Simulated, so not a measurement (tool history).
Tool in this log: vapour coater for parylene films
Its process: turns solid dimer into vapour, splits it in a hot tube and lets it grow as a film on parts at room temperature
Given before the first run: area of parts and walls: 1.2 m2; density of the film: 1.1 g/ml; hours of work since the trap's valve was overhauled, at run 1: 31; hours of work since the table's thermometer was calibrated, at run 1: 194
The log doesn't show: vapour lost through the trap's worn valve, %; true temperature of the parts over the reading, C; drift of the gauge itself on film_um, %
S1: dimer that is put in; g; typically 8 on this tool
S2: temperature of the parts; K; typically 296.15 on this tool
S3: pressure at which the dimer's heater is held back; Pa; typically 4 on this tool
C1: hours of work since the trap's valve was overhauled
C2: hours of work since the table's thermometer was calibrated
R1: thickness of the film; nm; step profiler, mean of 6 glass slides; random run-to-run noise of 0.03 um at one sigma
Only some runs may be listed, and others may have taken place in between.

run	day	S1	S2	S3	C1	C2	R1
1	0	8	296.15	4	31	194	3960
2	2	6	296.15	4	71	233	2930
3	3.762	6	296.15	4	106	268	2890
4	6.188	6	296.15	4	154	316	2770
5	8.408	6	296.15	4	198	360	2700
6	10.229	6	296.15	4	234	396	2650
# day 11.4: trap's valve overhauled
7	12.112	8	296.15	4	14	430	4000
8	13.492	8	296.15	2.38	41	457	4400
9	15.629	8	296.15	2.38	84	499	4290
10	17.912	8	296.15	2.38	129	544	4180
11	19.808	8	296.15	2.38	166	582	4170
12	21.95	8	296.15	4	209	624	3620
13	23.546	8	296.15	4	240	656	3500
# day 24.458: trap's valve overhauled
14	26.133	8	296.15	4	33	704	3940
15	28.479	8	296.15	4	80	750	3930
16	29.629	8	296.15	4	102	773	3850
17	30.804	8	296.15	4	125	796	3780
18	32.983	8	291.15	7.34	169	839	3940
19	34.475	3	291.15	11.58	198	869	1330
20	36.479	12	296.15	4	238	908	5330
# day 37.525: trap's valve overhauled
21	39.062	12	293.15	5.56	30	956	6360
22	41.104	12	288.15	5.56	71	996	7640
23	43.583	5	292.15	4.43	120	1045	2740
24	45.521	4	288.15	11.09	158	1084	2130
25	47.275	4	288.15	6.99	193	1118	2270
26	48.45	4	288.15	6.99	216	1142	2230
27	49.658	4	288.15	6.99	240	1165	2210
# day 50.625: trap's valve overhauled
28	52.117	13	296.15	2.68	29	1211	7150
29	53.271	13	298.15	9.7	52	1234	4990
30	54.925	6	296.15	5.22	85	1266	2790
31	56.921	3	291.15	6.56	125	1306	1610
32	59.288	8	303.15	4	171	1353	2720

What if the next run were any one of these 4? Each begins from the tool's condition after run 32:
A	60.892	10	291.15	4	203	1384	?
B	60.892	5	297.15	6.89	203	1384	?
C	60.892	8	298.15	4.45	203	1384	?
D	60.892	5	305.15	9.3	203	1384	?

run	R1
A	5540
B	1940
C	3330
D	1300
What these runs would have given with no unlogged condition in the tool:
run	R1
A	6110
B	2140
C	3670
D	1430
